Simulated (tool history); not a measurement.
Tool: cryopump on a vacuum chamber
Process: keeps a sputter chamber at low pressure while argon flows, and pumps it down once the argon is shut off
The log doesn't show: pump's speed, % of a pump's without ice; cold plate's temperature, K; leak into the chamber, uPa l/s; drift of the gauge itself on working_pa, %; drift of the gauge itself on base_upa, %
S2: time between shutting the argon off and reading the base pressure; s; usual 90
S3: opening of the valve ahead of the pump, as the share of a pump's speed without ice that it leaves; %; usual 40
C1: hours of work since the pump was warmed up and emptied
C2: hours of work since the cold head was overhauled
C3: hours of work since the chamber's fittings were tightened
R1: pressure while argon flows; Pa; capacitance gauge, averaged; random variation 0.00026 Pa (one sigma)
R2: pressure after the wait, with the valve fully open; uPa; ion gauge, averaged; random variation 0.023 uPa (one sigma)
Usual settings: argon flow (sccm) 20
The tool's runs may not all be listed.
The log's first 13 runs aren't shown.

run 14 hour=142.2 | argon_flow_(sccm)=20 S2=51 S3=40 | C1=353 C2=353 C3=1499 | R1=0.0396 R2=2.30
run 15 hour=152.6 | argon_flow_(sccm)=37 S2=90 S3=40 | C1=362 C2=362 C3=1508 | R1=0.0732 R2=1.84
run 16 hour=161.5 | argon_flow_(sccm)=20 S2=90 S3=40 | C1=369 C2=369 C3=1516 | R1=0.0396 R2=1.87
run 17 hour=168.1 | argon_flow_(sccm)=20 S2=90 S3=40 | C1=375 C2=375 C3=1521 | R1=0.0399 R2=1.82
run 18 hour=181.1 | argon_flow_(sccm)=9 S2=90 S3=18 | C1=385 C2=385 C3=1532 | R1=0.0388 R2=1.85
run 19 hour=195.9 | argon_flow_(sccm)=9 S2=90 S3=18 | C1=398 C2=398 C3=1544 | R1=0.0394 R2=1.86
run 20 hour=205.8 | argon_flow_(sccm)=9 S2=90 S3=18 | C1=406 C2=406 C3=1552 | R1=0.0389 R2=1.94
run 21 hour=214.7 | argon_flow_(sccm)=9 S2=56 S3=31 | C1=413 C2=413 C3=1560 | R1=0.0230 R2=2.32
run 22 hour=227.6 | argon_flow_(sccm)=20 S2=68 S3=40 | C1=424 C2=424 C3=1571 | R1=0.0397 R2=2.18
run 23 hour=240.2 | argon_flow_(sccm)=10 S2=25 S3=24 | C1=435 C2=435 C3=1581 | R1=0.0329 R2=3.72
run 24 hour=249.0 | argon_flow_(sccm)=13 S2=100 S3=24 | C1=442 C2=442 C3=1589 | R1=0.0421 R2=1.88
run 25 hour=258.7 | argon_flow_(sccm)=25 S2=90 S3=40 | C1=450 C2=450 C3=1597 | R1=0.0499 R2=1.98
run 26 hour=270.0 | argon_flow_(sccm)=25 S2=77 S3=40 | C1=459 C2=459 C3=1606 | R1=0.0497 R2=2.05
run 27 hour=276.7 | argon_flow_(sccm)=25 S2=77 S3=40 | C1=465 C2=465 C3=1612 | R1=0.0494 R2=2.13
run 28 hour=283.3 | argon_flow_(sccm)=9 S2=34 S3=45 | C1=471 C2=471 C3=1617 | R1=0.0161 R2=3.10
run 29 hour=289.5 | argon_flow_(sccm)=17 S2=62 S3=45 | C1=476 C2=476 C3=1622 | R1=0.0306 R2=2.33
run 30 hour=302.5 | argon_flow_(sccm)=21 S2=22 S3=40 | C1=487 C2=487 C3=1633 | R1=0.0420 R2=4.05
run 31 hour=316.3 | argon_flow_(sccm)=10 S2=33 S3=59 | C1=498 C2=498 C3=1645 | R1=0.0138 R2=3.20
run 32 hour=326.7 | argon_flow_(sccm)=10 S2=33 S3=59 | C1=507 C2=507 C3=1653 | R1=0.0138 R2=3.18
run 33 hour=335.0 | argon_flow_(sccm)=10 S2=276 S3=23 | C1=514 C2=514 C3=1660 | R1=0.0343 R2=1.53
run 34 hour=349.7 | argon_flow_(sccm)=10 S2=276 S3=23 | C1=526 C2=526 C3=1672 | R1=0.0343 R2=1.55

Forecast each of these 3 alternatives for the next run:
run A hour=361.5 | argon_flow_(sccm)=26 S2=27 S3=35 | C1=536 C2=536 C3=1682 | R1=? R2=?
run B hour=361.5 | argon_flow_(sccm)=10 S2=55 S3=23 | C1=536 C2=536 C3=1682 | R1=? R2=?
run C hour=361.5 | argon_flow_(sccm)=20 S2=122 S3=40 | C1=536 C2=536 C3=1682 | R1=? R2=?

run=A R1=0.0597 R2=3.67
run=B R1=0.0339 R2=2.47
run=C R1=0.0399 R2=1.87
Without the tool's hidden state the same runs would have given:
run=A R1=0.0575 R2=2.43
run=B R1=0.0330 R2=1.26
run=C R1=0.0382 R2=0.66
